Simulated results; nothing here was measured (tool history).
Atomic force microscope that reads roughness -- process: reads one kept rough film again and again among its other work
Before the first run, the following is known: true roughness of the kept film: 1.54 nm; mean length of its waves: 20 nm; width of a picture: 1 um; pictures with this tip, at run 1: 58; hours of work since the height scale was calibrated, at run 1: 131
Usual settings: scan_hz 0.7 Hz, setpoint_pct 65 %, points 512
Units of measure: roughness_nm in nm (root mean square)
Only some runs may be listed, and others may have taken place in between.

| run | hour | scan_hz | setpoint_pct | points | pictures with this tip | hours of work since the height scale was calibrated | roughness_nm |
|---|---|---|---|---|---|---|---|
| 1 | 0 | 0.7 | 65 | 512 | 58 | 131 | 1.16 |
| 2 | 5.4 | 0.7 | 65 | 512 | 65 | 134 | 1.147 |
| 3 | 12.3 | 0.7 | 65 | 512 | 73 | 139 | 1.14 |
| 4 | 19.1 | 0.7 | 65 | 512 | 81 | 143 | 1.123 |
| 5 | 26.4 | 0.7 | 65 | 512 | 90 | 147 | 1.104 |
| 6 | 31.9 | 0.7 | 65 | 512 | 97 | 150 | 1.084 |
| 7 | 40 | 0.7 | 65 | 512 | 107 | 155 | 1.077 |
| 8 | 46.9 | 0.588 | 65 | 512 | 115 | 160 | 1.071 |

Estimate the outcome of run 9 from the log above:
| 9 | 55.1 | 0.588 | 65 | 512 | 125 | 165 | ? |

Run 9 yielded roughness_nm 1.053 nm (root mean square).
On a tool with no hidden condition, and with the same random variation, this run would have come out at roughness_nm 1.299 nm (root mean square).
